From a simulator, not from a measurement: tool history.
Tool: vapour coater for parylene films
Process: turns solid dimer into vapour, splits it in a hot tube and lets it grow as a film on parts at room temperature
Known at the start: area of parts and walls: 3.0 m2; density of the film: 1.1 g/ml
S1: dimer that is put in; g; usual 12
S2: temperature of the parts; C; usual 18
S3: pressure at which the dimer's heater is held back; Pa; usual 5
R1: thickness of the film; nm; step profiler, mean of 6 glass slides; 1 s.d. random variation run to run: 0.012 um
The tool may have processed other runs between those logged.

run	hour	S1	S2	S3	R1
1	0	12	18	5	2720
2	15.5	12	18	5	2750
3	36.2	12	18	5	2740
4	45.6	12	18	5	2740
5	62.6	12	18	5	2740
6	72.3	12	18	5	2760
7	88.6	12	18	5	2780
# hour 96.3: trap's valve overhauled
8	110.4	12	18	5	2780
9	120.4	12	18	6.07	2690
10	134.6	12	18	6.07	2680
11	146.3	12	18	6.07	2730
12	163.6	10	18	3.19	2460
13	176.8	10	18	3.19	2450
# hour 191.3: gauge calibrated
14	191.5	11	25	10.53	1790
15	211.4	22	25	3.83	4060
16	220	21	22	5.63	4090
17	229.4	6	12	6.68	1630

4 ways to go on from here, each from the tool as it stands after run 17. What would each give?
A	242.6	17	18	5	?
B	242.6	6	11	6.68	?
C	242.6	9	20	10.14	?
D	242.6	9	24	2.32	?

run	R1
A	3860
B	1690
C	1770
D	1830
What these runs would have given with no unlogged condition in the tool:
run	R1
A	3840
B	1690
C	1760
D	1820
